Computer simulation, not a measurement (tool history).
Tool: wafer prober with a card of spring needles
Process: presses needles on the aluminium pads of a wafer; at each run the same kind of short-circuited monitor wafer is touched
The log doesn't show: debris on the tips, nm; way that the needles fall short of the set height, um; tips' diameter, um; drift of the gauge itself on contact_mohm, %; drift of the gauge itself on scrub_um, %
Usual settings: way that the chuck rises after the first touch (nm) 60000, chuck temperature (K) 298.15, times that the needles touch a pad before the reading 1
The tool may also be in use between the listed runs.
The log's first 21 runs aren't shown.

| run | hour | way that the chuck rises after the first touch (nm) | chuck temperature (K) | times that the needles touch a pad before the reading | touches since the tips were cleaned | cleanings since the card got new needles | touches since the first contact's height was set | resistance of one needle with its contact and lead (mohm) | way that a needle slides on the pad (nm) |
|---|---|---|---|---|---|---|---|---|---|
| 22 | 185.9 | 60000 | 318.15 | 1 | 3699 | 17 | 95882 | 348 | 9700 |
|  | 190.0 | tips cleaned on abrasive film |
| 23 | 193.6 | 60000 | 316.15 | 2 | 1203 | 18 | 98445 | 251 | 9680 |
| 24 | 198.8 | 60000 | 303.15 | 2 | 2949 | 18 | 100191 | 278 | 9680 |
|  | 205.0 | tips cleaned on abrasive film |
| 25 | 209.7 | 60000 | 303.15 | 2 | 1579 | 19 | 103848 | 258 | 9650 |
| 26 | 217.2 | 60000 | 303.15 | 2 | 4113 | 19 | 106382 | 294 | 9650 |
|  | 220.0 | tips cleaned on abrasive film |
| 27 | 223.0 | 60000 | 303.15 | 2 | 1005 | 20 | 108295 | 251 | 9620 |
| 28 | 228.2 | 45000 | 319.15 | 1 | 2752 | 20 | 110042 | 403 | 7180 |
| 29 | 234.2 | 61000 | 298.15 | 3 | 4768 | 20 | 112058 | 265 | 9810 |
|  | 235.2 | tips cleaned on abrasive film |
| 30 | 239.4 | 61000 | 298.15 | 3 | 1398 | 21 | 113784 | 235 | 9800 |
| 31 | 244.9 | 61000 | 298.15 | 3 | 3276 | 21 | 115662 | 252 | 9830 |
|  | 250.7 | tips cleaned on abrasive film |
| 32 | 255.7 | 59000 | 298.15 | 3 | 1712 | 22 | 119263 | 245 | 9440 |
| 33 | 265.5 | 51000 | 298.15 | 1 | 5003 | 22 | 122554 | 414 | 8110 |

5 ways to go on from here, each from the tool as it stands after run 33. What would each give?
|  | 266.2 | tips cleaned on abrasive film |
| A | 274.4 | 48000 | 298.15 | 1 | 2779 | 23 | 125532 | ? | ? |
|  | 266.2 | tips cleaned on abrasive film |
| B | 274.4 | 58000 | 310.15 | 1 | 2779 | 23 | 125532 | ? | ? |
|  | 266.2 | tips cleaned on abrasive film |
| C | 274.4 | 77000 | 343.15 | 1 | 2779 | 23 | 125532 | ? | ? |
|  | 266.2 | tips cleaned on abrasive film |
| D | 274.4 | 60000 | 364.15 | 1 | 2779 | 23 | 125532 | ? | ? |
|  | 266.2 | tips cleaned on abrasive film |
| E | 274.4 | 50000 | 301.15 | 1 | 2779 | 23 | 125532 | ? | ? |

| run | resistance of one needle with its contact and lead (mohm) | way that a needle slides on the pad (nm) |
|---|---|---|
| A | 387 | 7630 |
| B | 335 | 9240 |
| C | 286 | 12400 |
| D | 330 | 9580 |
| E | 372 | 7930 |
Without the tool's hidden state the same runs would have given:
| run | resistance of one needle with its contact and lead (mohm) | way that a needle slides on the pad (nm) |
|---|---|---|
| A | 214 | 7910 |
| B | 215 | 9520 |
| C | 218 | 12670 |
| D | 226 | 9860 |
| E | 212 | 8210 |
